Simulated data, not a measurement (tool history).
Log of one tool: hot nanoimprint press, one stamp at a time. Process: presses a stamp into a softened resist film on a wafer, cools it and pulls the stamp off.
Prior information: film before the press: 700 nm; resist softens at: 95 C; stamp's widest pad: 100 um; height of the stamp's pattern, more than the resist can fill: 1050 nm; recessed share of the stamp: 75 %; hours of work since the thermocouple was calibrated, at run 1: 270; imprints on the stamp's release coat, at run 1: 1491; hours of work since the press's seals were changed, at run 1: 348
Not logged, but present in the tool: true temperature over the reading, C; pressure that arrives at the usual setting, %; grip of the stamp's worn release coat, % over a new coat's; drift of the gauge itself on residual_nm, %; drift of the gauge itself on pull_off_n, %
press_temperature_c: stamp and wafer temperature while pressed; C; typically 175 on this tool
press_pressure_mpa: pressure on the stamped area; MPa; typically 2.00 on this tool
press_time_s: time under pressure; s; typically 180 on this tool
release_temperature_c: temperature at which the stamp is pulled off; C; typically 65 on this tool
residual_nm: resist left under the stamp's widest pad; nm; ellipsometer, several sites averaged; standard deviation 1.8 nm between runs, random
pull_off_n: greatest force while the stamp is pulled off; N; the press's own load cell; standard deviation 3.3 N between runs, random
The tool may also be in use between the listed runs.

run     day  press_temperature_c  press_pressure_mpa  press_time_s  release_temperature_c  hours of work since the thermocouple was calibrated  imprints on the stamp's release coat  hours of work since the press's seals were changed  residual_nm  pull_off_n
  1   0.000                  175                2.00           180                     65                                                  270                                  1491                                                 348        294.8         195
  2   2.008                  175                2.00           180                     65                                                  304                                  1637                                                 382        298.2         203
  3   4.358                  175                2.00           180                     57                                                  344                                  1808                                                 422        299.9         225
      5.579  -- plate thermocouple calibrated
  4   6.821                  175                2.00           180                     57                                                   21                                  1978                                                 462        289.5         233
  5   9.200                  180                2.00           180                     65                                                   61                                  2151                                                 502        235.4         220
  6  10.283                  175                2.33           180                     65                                                   80                                  2229                                                 521        272.4         214
     12.346  -- stamp cleaned and given a new release coat
  7  12.662                  175                2.00           180                     65                                                  116                                    23                                                 557        295.4         152
  8  14.658                  175                2.00           180                     53                                                  150                                   168                                                 591        295.4         187
  9  15.733                  175                2.00           180                     53                                                  168                                   246                                                 609        293.2         187
 10  18.179                  175                2.00           180                     53                                                  210                                   424                                                 651        296.4         192
 11  19.862                  175                2.00           180                     68                                                  238                                   547                                                 679        295.1         169
 12  21.446                  186                2.00           180                     68                                                  265                                   662                                                 706        187.2         169
 13  22.712                  175                2.00           180                     60                                                  287                                   754                                                 727        296.0         186
 14  24.288                  175                2.00           180                     60                                                  313                                   868                                                 754        296.9         201
 15  26.271                  175                2.37           180                     65                                                  347                                  1013                                                 788        280.6         184
     27.304  -- plate thermocouple calibrated
 16  28.217                  175                2.37           180                     65                                                   15                                  1145                                                 819        269.1         195
 17  29.279                  178                2.99           181                     51                                                   34                                  1222                                                 837        216.6         228
 18  31.625                  176                2.00           180                     65                                                   73                                  1393                                                 877        282.8         193
 19  32.892                  166                2.00            99                     51                                                   95                                  1485                                                 898        500.6         245
 20  34.800                  175                2.72           200                     73                                                  127                                  1624                                                 931        251.9         177
 21  36.475                  175                1.73           166                     63                                                  156                                  1745                                                 959        325.3         214
 22  38.488                  175                1.80           166                     63                                                  190                                  1892                                                 993        317.9         217
 23  39.879                  179                3.08           330                     51                                                  214                                  1993                                                1017        160.4         254
 24  41.021                  175                2.73           234                     65                                                  233                                  2076                                                1036        235.5         221
 25  42.096                  187                2.73           234                     73                                                  251                                  2155                                                1055        139.7         196
 26  43.446                  166                1.49           329                     73                                                  274                                  2252                                                1077        385.2         193
     45.121  -- stamp cleaned and given a new release coat
     45.454  -- press's hydraulic seals changed and the load cell set to zero
 27  46.375                  166                1.49           329                     73                                                  314                                    67                                                  16        382.2         143
 28  48.096                  175                2.00           148                     65                                                  343                                   192                                                  45        319.9         167
     49.400  -- plate thermocouple calibrated
 29  49.742                  175                1.71           287                     55                                                    6                                   303                                                  71        249.5         190

Branching from run 29: 5 alternative next runs. What would each branch give?
  A  51.858                  165                2.00           242                     65                                                   42                                   457                                                 107            ?           ?
  B  51.858                  185                1.71           287                     55                                                   42                                   457                                                 107            ?           ?
  C  51.858                  178                2.00           180                     72                                                   42                                   457                                                 107            ?           ?
  D  51.858                  175                1.86           287                     64                                                   42                                   457                                                 107            ?           ?
  E  51.858                  175                2.00           180                     72                                                   42                                   457                                                 107            ?           ?

run  residual_nm  pull_off_n
  A        386.4         170
  B        166.2         196
  C        253.2         150
  D        244.4         173
  E        287.1         146
Without the tool's unlogged condition, the same runs would have read:
run  residual_nm  pull_off_n
  A        384.0         158
  B        165.1         181
  C        251.5         139
  D        242.7         160
  E        285.1         135
